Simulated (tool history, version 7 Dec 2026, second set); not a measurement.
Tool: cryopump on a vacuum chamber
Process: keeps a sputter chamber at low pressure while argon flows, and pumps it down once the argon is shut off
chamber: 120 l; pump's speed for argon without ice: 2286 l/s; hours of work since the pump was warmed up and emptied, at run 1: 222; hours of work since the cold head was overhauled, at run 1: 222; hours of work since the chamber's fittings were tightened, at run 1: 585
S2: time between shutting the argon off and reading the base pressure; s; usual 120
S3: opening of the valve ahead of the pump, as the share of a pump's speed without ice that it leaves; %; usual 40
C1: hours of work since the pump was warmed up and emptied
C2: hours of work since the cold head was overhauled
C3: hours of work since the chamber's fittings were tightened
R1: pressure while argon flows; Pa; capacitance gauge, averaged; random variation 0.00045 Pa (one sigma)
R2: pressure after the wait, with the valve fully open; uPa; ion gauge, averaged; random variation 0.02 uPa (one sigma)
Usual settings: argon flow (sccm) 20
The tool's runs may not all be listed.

Run 1, hour 0: usual settings; C1 222; C2 222; C3 585. Result: R1 0.0391 Pa, R2 0.7 uPa.
Run 2, hour 10.5: usual settings but S3 52 %; C1 227; C2 227; C3 591. Result: R1 0.0298 Pa, R2 0.74 uPa.
Run 3, hour 23.4: usual settings; C1 234; C2 234; C3 597. Result: R1 0.0389 Pa, R2 0.73 uPa.
Run 4, hour 42.4: usual settings; C1 244; C2 244; C3 607. Result: R1 0.0382 Pa, R2 0.74 uPa.
Run 5, hour 61.3: usual settings; C1 253; C2 253; C3 617. Result: R1 0.0387 Pa, R2 0.75 uPa.
Run 6, hour 81.9: usual settings but argon flow (sccm) 16; C1 264; C2 264; C3 627. Result: R1 0.03 Pa, R2 0.8 uPa.
Run 7, hour 101.2: usual settings but argon flow (sccm) 16, S2 173 s; C1 274; C2 274; C3 637. Result: R1 0.0315 Pa, R2 0.77 uPa.
Run 8, hour 115.3: usual settings but argon flow (sccm) 16, S2 173 s; C1 281; C2 281; C3 645. Result: R1 0.031 Pa, R2 0.77 uPa.
Run 9, hour 135.7: usual settings; C1 292; C2 292; C3 655. Result: R1 0.0393 Pa, R2 0.81 uPa.
Run 10, hour 150.3: usual settings but argon flow (sccm) 22; C1 299; C2 299; C3 663. Result: R1 0.0426 Pa, R2 0.82 uPa.
Run 11, hour 170.7: usual settings but argon flow (sccm) 22; C1 310; C2 310; C3 673. Result: R1 0.0433 Pa, R2 0.82 uPa.
Run 12, hour 191.7: usual settings but S3 37 %; C1 320; C2 320; C3 684. Result: R1 0.0421 Pa, R2 0.83 uPa.
Run 13, hour 208: usual settings but argon flow (sccm) 27, S2 34 s, S3 55 %; C1 329; C2 329; C3 692. Result: R1 0.0386 Pa, R2 1.14 uPa.
Run 14, hour 228: usual settings but argon flow (sccm) 16, S2 44 s, S3 26 %; C1 339; C2 339; C3 702. Result: R1 0.0468 Pa, R2 1.14 uPa.
Run 15, hour 236.9: usual settings but argon flow (sccm) 12, S2 25 s, S3 31 %; C1 344; C2 344; C3 707. Result: R1 0.0298 Pa, R2 1.38 uPa.
Run 16, hour 254: usual settings but argon flow (sccm) 12, S2 25 s, S3 31 %; C1 352; C2 352; C3 716. Result: R1 0.0306 Pa, R2 1.34 uPa.
Run 17, hour 265.6: usual settings but S2 240 s, S3 29 %; C1 358; C2 358; C3 722. Result: R1 0.0533 Pa, R2 0.79 uPa.
Run 18, hour 281.9: usual settings but S2 240 s, S3 29 %; C1 367; C2 367; C3 730. Result: R1 0.0532 Pa, R2 0.82 uPa.
Run 19, hour 295.6: usual settings but S2 240 s, S3 29 %; C1 374; C2 374; C3 737. Result: R1 0.0531 Pa, R2 0.84 uPa.
Run 20, hour 315.1: usual settings but argon flow (sccm) 12, S2 179 s, S3 57 %; C1 384; C2 384; C3 747. Result: R1 0.0164 Pa, R2 0.85 uPa.

Run 21 comes next. What will it give?
Run 21, hour 334.8: usual settings but S2 79 s, S3 17 %; C1 394; C2 394; C3 757. Result: R1 ?, R2 ?.

Run 21 gave R1 0.089 Pa, R2 1.03 uPa.
Without the tool's hidden state the same run would have given R1 0.0864 Pa, R2 0.39 uPa.
